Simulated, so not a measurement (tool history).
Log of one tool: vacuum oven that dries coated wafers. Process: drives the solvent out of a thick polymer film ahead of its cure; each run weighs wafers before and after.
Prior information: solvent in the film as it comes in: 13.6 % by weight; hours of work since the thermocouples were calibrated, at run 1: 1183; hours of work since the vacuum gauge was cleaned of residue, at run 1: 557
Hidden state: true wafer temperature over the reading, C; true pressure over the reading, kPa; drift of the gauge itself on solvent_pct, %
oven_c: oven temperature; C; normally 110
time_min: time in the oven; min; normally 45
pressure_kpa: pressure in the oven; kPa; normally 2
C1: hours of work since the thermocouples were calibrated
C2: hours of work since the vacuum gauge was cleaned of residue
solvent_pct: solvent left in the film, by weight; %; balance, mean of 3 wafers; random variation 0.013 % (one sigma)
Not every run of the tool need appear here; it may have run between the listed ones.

{"run": 1, "hour": 0.0, "oven_c": 110, "time_min": 45, "pressure_kpa": 2, "C1": 1183, "C2": 557, "solvent_pct": 2.51}
{"run": 2, "hour": 63.7, "oven_c": 110, "time_min": 45, "pressure_kpa": 2, "C1": 1227, "C2": 600, "solvent_pct": 2.5}
{"hour": 117.8, "done": "oven's thermocouples calibrated"}
{"run": 3, "hour": 129.8, "oven_c": 121, "time_min": 45, "pressure_kpa": 2, "C1": 8, "C2": 644, "solvent_pct": 1.12}
{"run": 4, "hour": 158.6, "oven_c": 121, "time_min": 64, "pressure_kpa": 2, "C1": 28, "C2": 664, "solvent_pct": 0.78}
{"run": 5, "hour": 212.5, "oven_c": 121, "time_min": 64, "pressure_kpa": 2, "C1": 65, "C2": 700, "solvent_pct": 0.79}
{"run": 6, "hour": 254.0, "oven_c": 121, "time_min": 64, "pressure_kpa": 2, "C1": 93, "C2": 729, "solvent_pct": 0.76}
{"hour": 283.5, "done": "oven's thermocouples calibrated, once more"}
{"run": 7, "hour": 305.0, "oven_c": 121, "time_min": 64, "pressure_kpa": 2, "C1": 15, "C2": 762, "solvent_pct": 0.88}
{"run": 8, "hour": 334.8, "oven_c": 110, "time_min": 45, "pressure_kpa": 2, "C1": 35, "C2": 782, "solvent_pct": 2.7}
{"run": 9, "hour": 363.7, "oven_c": 110, "time_min": 45, "pressure_kpa": 2, "C1": 55, "C2": 802, "solvent_pct": 2.69}
{"run": 10, "hour": 418.3, "oven_c": 110, "time_min": 45, "pressure_kpa": 2, "C1": 92, "C2": 839, "solvent_pct": 2.68}
{"run": 11, "hour": 446.8, "oven_c": 110, "time_min": 45, "pressure_kpa": 2, "C1": 111, "C2": 859, "solvent_pct": 2.69}
{"run": 12, "hour": 480.9, "oven_c": 110, "time_min": 45, "pressure_kpa": 2, "C1": 135, "C2": 882, "solvent_pct": 2.66}
{"run": 13, "hour": 515.8, "oven_c": 110, "time_min": 45, "pressure_kpa": 2, "C1": 158, "C2": 906, "solvent_pct": 2.67}
{"run": 14, "hour": 551.4, "oven_c": 115, "time_min": 37, "pressure_kpa": 3.21, "C1": 183, "C2": 930, "solvent_pct": 2.83}
{"run": 15, "hour": 589.6, "oven_c": 115, "time_min": 37, "pressure_kpa": 3.21, "C1": 209, "C2": 956, "solvent_pct": 2.86}
{"run": 16, "hour": 646.9, "oven_c": 112, "time_min": 69, "pressure_kpa": 1.56, "C1": 248, "C2": 995, "solvent_pct": 1.27}
{"run": 17, "hour": 712.9, "oven_c": 98, "time_min": 28, "pressure_kpa": 1.21, "C1": 293, "C2": 1040, "solvent_pct": 6.36}
{"run": 18, "hour": 762.1, "oven_c": 118, "time_min": 60, "pressure_kpa": 4.28, "C1": 326, "C2": 1074, "solvent_pct": 1.86}
{"run": 19, "hour": 823.8, "oven_c": 97, "time_min": 54, "pressure_kpa": 1.05, "C1": 368, "C2": 1116, "solvent_pct": 4.08}

The next listed run, before its measurement:
{"run": 20, "hour": 878.7, "oven_c": 97, "time_min": 54, "pressure_kpa": 1.05, "C1": 406, "C2": 1153, "solvent_pct": "?"}

{"run 20": {"solvent_pct": 4.04}}
With no hidden state in the tool, this same run would have given solvent_pct 3.96 %.
